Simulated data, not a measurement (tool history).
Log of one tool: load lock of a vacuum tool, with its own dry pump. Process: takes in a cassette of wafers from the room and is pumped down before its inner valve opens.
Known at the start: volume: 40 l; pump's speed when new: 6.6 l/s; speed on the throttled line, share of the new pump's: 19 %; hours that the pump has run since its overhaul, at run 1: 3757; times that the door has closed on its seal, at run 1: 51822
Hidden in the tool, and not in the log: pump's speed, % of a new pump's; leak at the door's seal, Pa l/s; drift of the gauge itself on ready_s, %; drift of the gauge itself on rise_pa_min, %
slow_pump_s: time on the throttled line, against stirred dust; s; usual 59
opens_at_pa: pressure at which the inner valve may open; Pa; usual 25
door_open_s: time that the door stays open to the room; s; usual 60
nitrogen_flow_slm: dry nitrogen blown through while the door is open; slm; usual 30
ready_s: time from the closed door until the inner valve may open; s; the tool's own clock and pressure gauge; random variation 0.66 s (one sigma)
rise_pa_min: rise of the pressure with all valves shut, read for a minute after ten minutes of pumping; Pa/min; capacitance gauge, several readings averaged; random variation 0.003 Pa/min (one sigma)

run	hour	slow_pump_s	opens_at_pa	door_open_s	nitrogen_flow_slm	hours that the pump has run since its overhaul	times that the door has closed on its seal	incoming humidity of the room's air, %	ready_s	rise_pa_min
1	0.0	59	25	60	30	3757	51822	45.6	97.8	0.015
2	354.7	46	25	60	30	4112	53454	46.2	86.3	0.015
3	699.6	46	25	60	30	4457	55040	43.5	87.2	0.018
4	901.6	46	25	60	30	4659	55969	48.3	85.7	0.009
5	1135.4	103	25	60	30	4893	57044	39.4	134.0	0.010
6	1438.4	59	25	60	17	5196	58438	45.2	97.7	0.015
7	1671.5	59	25	60	17	5429	59510	46.7	96.3	0.016
8	1989.3	59	25	60	28	5746	60972	48.0	97.6	0.013
9	2299.5	52	25	60	30	6057	62399	46.5	92.8	0.016
# hour 2369.4: door's seal changed, seat wiped
10	2632.5	52	25	60	30	6388	1210	45.9	91.2	0.022
11	2973.4	31	25	60	30	6729	2778	42.3	75.3	0.017
12	3207.1	31	25	60	30	6963	3853	42.1	75.1	0.013
13	3518.1	31	25	60	30	7274	5283	46.8	74.6	0.020
14	3858.6	31	25	60	5	7614	6849	45.0	75.3	0.024
15	4285.2	31	25	60	5	8041	8812	45.0	74.9	0.027
16	4460.1	31	25	60	5	8216	9616	42.9	75.4	0.025
17	4734.6	31	25	60	5	8490	10879	42.2	76.1	0.029
18	4966.1	31	25	60	5	8722	11943	42.0	75.5	0.019
19	5287.2	31	25	60	5	9043	13420	42.7	75.1	0.024
20	5703.3	31	25	60	5	9459	15334	45.7	75.0	0.026
# hour 5921.0: dry pump taken out, an overhauled one fitted
21	6045.5	31	25	60	5	125	16880	45.6	75.8	0.023
22	6349.2	99	41	231	18	428	18277	47.6	126.8	0.035
23	6581.9	99	41	231	18	661	19347	43.8	127.3	0.032
24	6778.0	99	41	231	18	857	20249	46.6	127.1	0.033
25	7144.9	99	19	231	14	1224	21937	46.3	131.8	0.033
26	7338.0	99	26	237	14	1417	22825	48.6	129.7	0.041
27	7579.6	97	26	163	31	1659	23936	41.8	127.6	0.023
28	7827.8	97	26	163	31	1907	25078	43.9	128.0	0.015
29	8003.8	79	28	215	4	2083	25887	45.8	114.1	0.045
30	8325.7	101	28	215	4	2405	27367	41.3	129.8	0.051
31	8723.9	101	28	215	4	2803	29199	43.0	131.5	0.046
32	9090.7	45	44	60	30	3170	30886	44.4	83.0	0.011
33	9508.0	45	44	44	16	3587	32806	46.0	85.2	0.017
34	9923.5	45	44	44	16	4003	34717	47.1	82.8	0.014
35	10183.1	51	46	35	16	4262	35911	44.3	88.6	0.015
36	10579.0	64	25	60	30	4658	37731	45.8	101.8	0.020
37	10777.3	34	25	93	32	4856	38643	46.4	76.9	0.011
38	11043.3	34	29	93	44	5122	39867	46.5	76.1	0.020

Hidden state at the last listed run before each entry between runs and at the first one after, where it differs:
Between runs 9 and 10: door's seal changed, seat wiped (hour 2369.4)
  leak at the door's seal, Pa l/s: 0.0029 -> 0.002
Between runs 20 and 21: dry pump taken out, an overhauled one fitted (hour 5921.0)
  pump's speed, % of a new pump's: 99.9 -> 100
